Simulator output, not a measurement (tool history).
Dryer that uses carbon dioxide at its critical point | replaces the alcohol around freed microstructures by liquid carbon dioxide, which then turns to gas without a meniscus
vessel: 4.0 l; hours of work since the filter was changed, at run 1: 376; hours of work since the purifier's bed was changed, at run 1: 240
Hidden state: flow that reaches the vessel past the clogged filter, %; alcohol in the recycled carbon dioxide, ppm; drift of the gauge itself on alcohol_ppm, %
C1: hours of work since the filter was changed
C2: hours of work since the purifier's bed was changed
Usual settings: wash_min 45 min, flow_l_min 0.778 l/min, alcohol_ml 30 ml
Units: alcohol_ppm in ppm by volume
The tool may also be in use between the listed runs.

run 1 hour=0 | wash_min=45 flow_l_min=0.778 alcohol_ml=30 | C1=376 C2=240 | alcohol_ppm=66
run 2 hour=17.7 | wash_min=64 flow_l_min=0.778 alcohol_ml=30 | C1=381 C2=246 | alcohol_ppm=62
run 3 hour=40.8 | wash_min=64 flow_l_min=0.778 alcohol_ml=30 | C1=389 C2=253 | alcohol_ppm=62
run 4 hour=66 | wash_min=64 flow_l_min=0.828 alcohol_ml=30 | C1=397 C2=262 | alcohol_ppm=67
run 5 hour=87.7 | wash_min=28 flow_l_min=0.778 alcohol_ml=30 | C1=404 C2=269 | alcohol_ppm=186
run 6 hour=102.1 | wash_min=28 flow_l_min=0.778 alcohol_ml=21 | C1=409 C2=273 | alcohol_ppm=144
run 7 hour=123.6 | wash_min=28 flow_l_min=0.778 alcohol_ml=30 | C1=416 C2=280 | alcohol_ppm=196
run 8 hour=146.2 | wash_min=28 flow_l_min=0.778 alcohol_ml=30 | C1=423 C2=288 | alcohol_ppm=199
run 9 hour=158.5 | wash_min=28 flow_l_min=0.778 alcohol_ml=30 | C1=427 C2=292 | alcohol_ppm=190
run 10 hour=181.7 | wash_min=28 flow_l_min=0.778 alcohol_ml=30 | C1=434 C2=299 | alcohol_ppm=206
run 11 hour=203.5 | wash_min=45 flow_l_min=0.778 alcohol_ml=95 | C1=441 C2=306 | alcohol_ppm=101
run 12 hour=225.6 | wash_min=45 flow_l_min=0.778 alcohol_ml=30 | C1=449 C2=313 | alcohol_ppm=78
run 13 hour=248.5 | wash_min=45 flow_l_min=0.778 alcohol_ml=30 | C1=456 C2=321 | alcohol_ppm=89
run 14 hour=266.7 | wash_min=44 flow_l_min=0.778 alcohol_ml=30 | C1=462 C2=327 | alcohol_ppm=95
run 15 hour=278.8 | wash_min=44 flow_l_min=0.778 alcohol_ml=30 | C1=466 C2=330 | alcohol_ppm=98
run 16 hour=300.4 | wash_min=44 flow_l_min=0.778 alcohol_ml=30 | C1=473 C2=337 | alcohol_ppm=94
run 17 hour=323.7 | wash_min=44 flow_l_min=0.778 alcohol_ml=30 | C1=480 C2=345 | alcohol_ppm=99
run 18 hour=341.1 | wash_min=44 flow_l_min=0.778 alcohol_ml=30 | C1=486 C2=351 | alcohol_ppm=106
run 19 hour=365.5 | wash_min=44 flow_l_min=0.778 alcohol_ml=30 | C1=494 C2=359 | alcohol_ppm=101
run 20 hour=386.9 | wash_min=44 flow_l_min=0.778 alcohol_ml=30 | C1=501 C2=365 | alcohol_ppm=91
run 21 hour=401.4 | wash_min=44 flow_l_min=0.778 alcohol_ml=30 | C1=506 C2=370 | alcohol_ppm=96
-- hour=406.3 inlet filter changed
run 22 hour=426.1 | wash_min=44 flow_l_min=0.778 alcohol_ml=30 | C1=6 C2=378 | alcohol_ppm=92
run 23 hour=444.7 | wash_min=44 flow_l_min=0.778 alcohol_ml=30 | C1=12 C2=384 | alcohol_ppm=99
run 24 hour=456.6 | wash_min=28 flow_l_min=0.851 alcohol_ml=118 | C1=16 C2=388 | alcohol_ppm=332
run 25 hour=481.3 | wash_min=30 flow_l_min=0.537 alcohol_ml=118 | C1=24 C2=396 | alcohol_ppm=1352
run 26 hour=498.9 | wash_min=30 flow_l_min=0.537 alcohol_ml=118 | C1=30 C2=401 | alcohol_ppm=1407
run 27 hour=516.4 | wash_min=30 flow_l_min=0.537 alcohol_ml=118 | C1=36 C2=407 | alcohol_ppm=1414
run 28 hour=535.1 | wash_min=66 flow_l_min=0.778 alcohol_ml=47 | C1=42 C2=413 | alcohol_ppm=90
run 29 hour=560.6 | wash_min=34 flow_l_min=0.614 alcohol_ml=24 | C1=50 C2=421 | alcohol_ppm=204
run 30 hour=577.4 | wash_min=34 flow_l_min=0.687 alcohol_ml=25 | C1=55 C2=427 | alcohol_ppm=164
run 31 hour=603.3 | wash_min=34 flow_l_min=0.687 alcohol_ml=25 | C1=64 C2=435 | alcohol_ppm=173
run 32 hour=622.6 | wash_min=33 flow_l_min=0.737 alcohol_ml=30 | C1=70 C2=442 | alcohol_ppm=160
run 33 hour=640.5 | wash_min=56 flow_l_min=0.737 alcohol_ml=30 | C1=76 C2=447 | alcohol_ppm=96
run 34 hour=661.9 | wash_min=45 flow_l_min=0.568 alcohol_ml=30 | C1=83 C2=454 | alcohol_ppm=158
run 35 hour=687.5 | wash_min=45 flow_l_min=0.568 alcohol_ml=30 | C1=91 C2=463 | alcohol_ppm=149
run 36 hour=700.7 | wash_min=69 flow_l_min=0.912 alcohol_ml=30 | C1=95 C2=467 | alcohol_ppm=101
run 37 hour=713.2 | wash_min=28 flow_l_min=0.684 alcohol_ml=30 | C1=99 C2=471 | alcohol_ppm=292
run 38 hour=738.7 | wash_min=28 flow_l_min=0.492 alcohol_ml=110 | C1=108 C2=479 | alcohol_ppm=2054
run 39 hour=750.7 | wash_min=28 flow_l_min=0.492 alcohol_ml=110 | C1=112 C2=483 | alcohol_ppm=2143
run 40 hour=768.8 | wash_min=28 flow_l_min=0.492 alcohol_ml=110 | C1=117 C2=489 | alcohol_ppm=2150
run 41 hour=791.5 | wash_min=34 flow_l_min=0.57 alcohol_ml=81 | C1=125 C2=496 | alcohol_ppm=618
run 42 hour=807.6 | wash_min=37 flow_l_min=0.778 alcohol_ml=29 | C1=130 C2=501 | alcohol_ppm=135
run 43 hour=819.2 | wash_min=37 flow_l_min=0.778 alcohol_ml=22 | C1=134 C2=505 | alcohol_ppm=141

Forecast each of these 5 alternatives for the next run:
run A hour=845 | wash_min=37 flow_l_min=0.778 alcohol_ml=84 | C1=142 C2=514 | alcohol_ppm=?
run B hour=845 | wash_min=45 flow_l_min=0.78 alcohol_ml=30 | C1=142 C2=514 | alcohol_ppm=?
run C hour=845 | wash_min=57 flow_l_min=0.683 alcohol_ml=30 | C1=142 C2=514 | alcohol_ppm=?
run D hour=845 | wash_min=55 flow_l_min=0.706 alcohol_ml=23 | C1=142 C2=514 | alcohol_ppm=?
run E hour=845 | wash_min=65 flow_l_min=1.154 alcohol_ml=71 | C1=142 C2=514 | alcohol_ppm=?

run=A alcohol_ppm=182
run=B alcohol_ppm=120
run=C alcohol_ppm=117
run=D alcohol_ppm=117
run=E alcohol_ppm=118
Without the tool's hidden state the same runs would have given:
run=A alcohol_ppm=63
run=B alcohol_ppm=10
run=C alcohol_ppm=5
run=D alcohol_ppm=5
run=E alcohol_ppm=7

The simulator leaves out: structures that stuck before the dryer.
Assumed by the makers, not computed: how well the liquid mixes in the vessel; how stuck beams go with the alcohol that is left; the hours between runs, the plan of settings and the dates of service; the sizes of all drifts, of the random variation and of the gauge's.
